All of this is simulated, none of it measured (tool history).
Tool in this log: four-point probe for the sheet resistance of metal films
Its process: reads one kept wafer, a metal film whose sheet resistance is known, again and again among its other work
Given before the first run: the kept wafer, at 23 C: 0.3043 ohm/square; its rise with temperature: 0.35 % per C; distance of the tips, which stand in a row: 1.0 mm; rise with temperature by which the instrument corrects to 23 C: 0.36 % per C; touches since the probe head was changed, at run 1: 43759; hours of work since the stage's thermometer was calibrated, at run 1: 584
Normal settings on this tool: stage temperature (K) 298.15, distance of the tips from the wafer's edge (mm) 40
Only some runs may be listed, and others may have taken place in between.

run    hour  stage temperature (K)  distance of the tips from the wafer's edge (mm)  touches since the probe head was changed  hours of work since the stage's thermometer was calibrated  sheet resistance as the instrument gives it (ohm/square)
  1     0.0                 298.15                                               40                                     43759                                                         584                                                  0.304898
  2    78.3                 298.15                                               40                                     45038                                                         628                                                  0.304796
  3   143.2                 298.15                                               40                                     46098                                                         665                                                  0.304886
  4   226.5                 298.15                                               40                                     47457                                                         711                                                  0.304973
  5   278.8                 298.15                                                4                                     48311                                                         741                                                  0.314749
  6   368.7                 298.15                                               40                                     49779                                                         791                                                  0.304991
  7   454.3                 298.15                                               40                                     51176                                                         839                                                  0.305088
  8   534.5                 298.15                                               40                                     52486                                                         884                                                  0.305003
  9   604.4                 298.15                                               40                                     53628                                                         923                                                  0.305153
 10   705.9                 298.15                                               40                                     55285                                                         980                                                  0.305129
 11   771.6                 298.15                                               40                                     56357                                                        1017                                                  0.305216
 12   816.2                 298.15                                               15                                     57085                                                        1042                                                  0.305839
 13   872.5                 298.15                                               40                                     58005                                                        1074                                                  0.305243
 14   967.0                 298.15                                               21                                     59548                                                        1127                                                  0.305655
 15  1025.7                 298.15                                                4                                     60507                                                        1160                                                  0.315171
 16  1075.7                 298.15                                                4                                     61322                                                        1188                                                  0.315283
 17  1178.0                 298.15                                                4                                     62994                                                        1245                                                  0.315214
     1185.5  -- stage's thermometer calibrated
 18  1248.0                 298.15                                                4                                     64128                                                          35                                                  0.315313
 19  1335.2                 298.15                                                4                                     65551                                                          84                                                  0.315384
 20  1395.9                 296.15                                                4                                     66542                                                         118                                                  0.315474

Run 21 is up next; what results do you expect?
     1460.0  -- stage's thermometer calibrated, once more
 21  1500.2                 297.15                                               40                                     68237                                                          23                                                         ?

sheet resistance as the instrument gives it (ohm/square): 0.305292
With no hidden state in the tool, this same run would have given sheet resistance as the instrument gives it (ohm/square) 0.304416.
